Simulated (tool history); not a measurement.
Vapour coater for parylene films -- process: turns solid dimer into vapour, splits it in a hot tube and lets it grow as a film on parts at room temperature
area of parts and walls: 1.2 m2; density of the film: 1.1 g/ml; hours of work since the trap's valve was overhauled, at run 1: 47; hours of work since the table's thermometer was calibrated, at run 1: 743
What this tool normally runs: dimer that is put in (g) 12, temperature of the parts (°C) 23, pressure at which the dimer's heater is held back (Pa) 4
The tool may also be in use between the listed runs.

| run | hour | dimer that is put in (g) | temperature of the parts (°C) | pressure at which the dimer's heater is held back (Pa) | hours of work since the trap's valve was overhauled | hours of work since the table's thermometer was calibrated | thickness of the film (um) |
|---|---|---|---|---|---|---|---|
| 1 | 0 | 12 | 23 | 4 | 47 | 743 | 5.61 |
| 2 | 20 | 12 | 23 | 4 | 64 | 759 | 5.65 |
| 3 | 43.3 | 12 | 25 | 4 | 82 | 778 | 5.11 |
| 4 | 69.7 | 12 | 25 | 4 | 104 | 799 | 5.06 |
| 5 | 94.5 | 12 | 25 | 4 | 124 | 819 | 5.1 |
| 6 | 127.6 | 8 | 25 | 4 | 150 | 846 | 3.37 |
| 7 | 151 | 8 | 25 | 4 | 169 | 865 | 3.34 |
| 8 | 165.6 | 8 | 25 | 4 | 181 | 876 | 3.31 |
| 9 | 186.7 | 8 | 25 | 4 | 198 | 893 | 3.32 |
| 10 | 209.4 | 12 | 23 | 2.4 | 216 | 912 | 5.7 |
| 11 | 244.1 | 12 | 23 | 2.4 | 244 | 940 | 5.66 |
| 12 | 263.2 | 10 | 23 | 3.08 | 260 | 955 | 4.6 |

Predict the results of run 13:
| 13 | 298.2 | 9 | 20 | 2.89 | 288 | 983 | ? |

thickness of the film (um): 4.74
The same run, on a tool lacking any hidden state, would have yielded thickness of the film (um) 5.18.

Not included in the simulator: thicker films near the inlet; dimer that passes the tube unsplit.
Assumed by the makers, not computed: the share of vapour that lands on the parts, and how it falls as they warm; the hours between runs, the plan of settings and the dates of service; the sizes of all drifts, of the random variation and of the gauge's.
